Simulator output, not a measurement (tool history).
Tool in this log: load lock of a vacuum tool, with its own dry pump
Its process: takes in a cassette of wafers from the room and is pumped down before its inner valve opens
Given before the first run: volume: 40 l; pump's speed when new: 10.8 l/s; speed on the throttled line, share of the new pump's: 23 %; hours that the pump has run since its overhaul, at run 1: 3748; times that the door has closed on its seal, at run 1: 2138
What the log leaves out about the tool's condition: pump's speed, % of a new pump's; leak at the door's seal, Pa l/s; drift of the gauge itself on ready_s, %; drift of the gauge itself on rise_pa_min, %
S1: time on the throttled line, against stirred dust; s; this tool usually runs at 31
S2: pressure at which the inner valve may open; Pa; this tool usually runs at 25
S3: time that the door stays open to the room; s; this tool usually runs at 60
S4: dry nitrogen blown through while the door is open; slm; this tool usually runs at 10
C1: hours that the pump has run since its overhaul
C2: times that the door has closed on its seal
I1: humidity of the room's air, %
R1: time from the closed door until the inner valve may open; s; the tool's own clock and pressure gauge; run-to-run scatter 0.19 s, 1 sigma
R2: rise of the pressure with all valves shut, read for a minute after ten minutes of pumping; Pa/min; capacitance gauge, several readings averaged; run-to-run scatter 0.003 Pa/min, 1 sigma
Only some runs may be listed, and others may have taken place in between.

Run 1, hour 0: usual settings; C1 3748; C2 2138; I1 44.6. Result: R1 55.3 s, R2 0.054 Pa/min.
Run 2, hour 149.1: usual settings; C1 3897; C2 2511; I1 48.4. Result: R1 55.1 s, R2 0.064 Pa/min.
Run 3, hour 325.1: usual settings; C1 4073; C2 2951; I1 44.6. Result: R1 54.9 s, R2 0.07 Pa/min.
Run 4, hour 554.6: usual settings; C1 4303; C2 3525; I1 45. Result: R1 55 s, R2 0.073 Pa/min.
Run 5, hour 695.9: usual settings; C1 4444; C2 3879; I1 41.4. Result: R1 55.3 s, R2 0.081 Pa/min.
Run 6, hour 808.5: usual settings but S1 28 s; C1 4557; C2 4160; I1 45.5. Result: R1 53.1 s, R2 0.092 Pa/min.
Run 7, hour 1021.6: usual settings but S1 28 s; C1 4770; C2 4693; I1 45.5. Result: R1 53 s, R2 0.089 Pa/min.
Run 8, hour 1168.9: usual settings but S1 28 s; C1 4917; C2 5062; I1 47. Result: R1 53 s, R2 0.097 Pa/min.
Run 9, hour 1315.9: usual settings; C1 5064; C2 5430; I1 44.7. Result: R1 55.2 s, R2 0.101 Pa/min.
Run 10, hour 1420.1: usual settings; C1 5168; C2 5690; I1 47. Result: R1 55.4 s, R2 0.111 Pa/min.
Run 11, hour 1626.7: usual settings; C1 5375; C2 6207; I1 45.8. Result: R1 55.5 s, R2 0.119 Pa/min.
Run 12, hour 1809.1: usual settings; C1 5557; C2 6663; I1 41. Result: R1 55.6 s, R2 0.124 Pa/min.
Run 13, hour 1956.9: usual settings but S1 29 s, S3 77 s, S4 14 slm; C1 5705; C2 7033; I1 40.8. Result: R1 53.9 s, R2 0.127 Pa/min.
Run 14, hour 2157: usual settings but S1 29 s, S3 77 s, S4 14 slm; C1 5905; C2 7534; I1 45.1. Result: R1 53.9 s, R2 0.144 Pa/min.
Run 15, hour 2381.8: usual settings but S1 29 s, S3 34 s, S4 7 slm; C1 6130; C2 8096; I1 47.1. Result: R1 54.3 s, R2 0.149 Pa/min.
Run 16, hour 2494: usual settings but S1 61 s, S3 74 s, S4 6 slm; C1 6242; C2 8377; I1 43.3. Result: R1 78.1 s, R2 0.176 Pa/min.

Run 17 is up next; what results do you expect?
Run 17, hour 2595: usual settings but S1 61 s, S3 74 s, S4 6 slm; C1 6343; C2 8629; I1 42.4. Result: R1 ?, R2 ?.

{"run 17": {"R1": 78.3, "R2": 0.172}}
The same run, on a tool lacking any hidden state, would have yielded R1 77.7 s, R2 0.047 Pa/min.

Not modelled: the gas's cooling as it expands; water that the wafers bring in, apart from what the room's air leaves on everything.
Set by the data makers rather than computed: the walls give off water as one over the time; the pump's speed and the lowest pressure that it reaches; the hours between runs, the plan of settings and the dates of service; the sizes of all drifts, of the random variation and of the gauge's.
